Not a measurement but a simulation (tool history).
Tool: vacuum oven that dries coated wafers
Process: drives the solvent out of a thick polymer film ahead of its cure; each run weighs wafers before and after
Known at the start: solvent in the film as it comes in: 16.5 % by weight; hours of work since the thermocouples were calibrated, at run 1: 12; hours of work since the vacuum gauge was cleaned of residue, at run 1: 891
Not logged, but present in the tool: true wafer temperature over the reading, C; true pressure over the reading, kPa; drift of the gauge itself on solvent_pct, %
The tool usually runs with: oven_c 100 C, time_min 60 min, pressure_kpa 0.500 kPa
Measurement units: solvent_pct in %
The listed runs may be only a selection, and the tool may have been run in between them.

| run | hour | oven_c | time_min | pressure_kpa | hours of work since the thermocouples were calibrated | hours of work since the vacuum gauge was cleaned of residue | solvent_pct |
|---|---|---|---|---|---|---|---|
| 1 | 0.0 | 100 | 60 | 0.500 | 12 | 891 | 3.38 |
| 2 | 32.1 | 100 | 60 | 0.500 | 33 | 912 | 3.34 |
| 3 | 59.6 | 100 | 60 | 0.500 | 51 | 931 | 3.43 |
| 4 | 93.3 | 100 | 60 | 0.500 | 74 | 953 | 3.27 |
| 5 | 127.7 | 100 | 60 | 0.500 | 96 | 975 | 3.40 |
| 6 | 162.1 | 100 | 60 | 0.500 | 119 | 998 | 3.43 |
| 7 | 188.2 | 100 | 60 | 0.500 | 136 | 1015 | 3.31 |
| 8 | 215.6 | 100 | 60 | 0.500 | 154 | 1033 | 3.45 |
| 9 | 246.1 | 100 | 60 | 0.500 | 174 | 1054 | 3.52 |
| 10 | 267.8 | 100 | 60 | 0.500 | 189 | 1068 | 3.49 |
| 11 | 302.8 | 100 | 60 | 0.500 | 212 | 1091 | 3.52 |
| 12 | 328.5 | 94 | 60 | 0.500 | 229 | 1108 | 5.00 |
|  | 333.0 | oven's thermocouples calibrated |
| 13 | 358.5 | 94 | 60 | 0.500 | 17 | 1126 | 5.05 |
| 14 | 394.1 | 98 | 60 | 0.534 | 40 | 1150 | 3.90 |
|  | 402.2 | oven's thermocouples calibrated, once more |
| 15 | 421.4 | 100 | 107 | 1.476 | 13 | 1166 | 3.78 |
| 16 | 438.1 | 94 | 38 | 0.930 | 24 | 1177 | 7.70 |
| 17 | 460.4 | 95 | 56 | 0.343 | 38 | 1192 | 4.78 |
| 18 | 490.7 | 100 | 40 | 0.343 | 58 | 1212 | 4.94 |
| 19 | 508.7 | 107 | 40 | 0.500 | 70 | 1224 | 3.35 |
| 20 | 523.7 | 107 | 40 | 0.500 | 80 | 1234 | 3.36 |
| 21 | 552.9 | 107 | 40 | 0.500 | 99 | 1253 | 3.40 |
| 22 | 573.9 | 91 | 60 | 0.321 | 113 | 1267 | 5.69 |
| 23 | 603.3 | 91 | 60 | 0.321 | 133 | 1286 | 5.77 |
| 24 | 636.0 | 93 | 91 | 0.500 | 154 | 1308 | 3.87 |

What if the next run were any one of these 5? Each begins from the tool's condition after run 24:
| A | 664.6 | 100 | 37 | 0.500 | 173 | 1327 | ? |
| B | 664.6 | 93 | 81 | 0.628 | 173 | 1327 | ? |
| C | 664.6 | 86 | 60 | 0.500 | 173 | 1327 | ? |
| D | 664.6 | 112 | 93 | 0.500 | 173 | 1327 | ? |
| E | 664.6 | 108 | 36 | 0.963 | 173 | 1327 | ? |

| run | solvent_pct |
|---|---|
| A | 5.51 |
| B | 4.54 |
| C | 7.66 |
| D | 1.25 |
| E | 4.13 |
Had the tool no hidden state, the same runs would have come out as:
| run | solvent_pct |
|---|---|
| A | 4.80 |
| B | 3.48 |
| C | 6.59 |
| D | 0.61 |
| E | 3.52 |
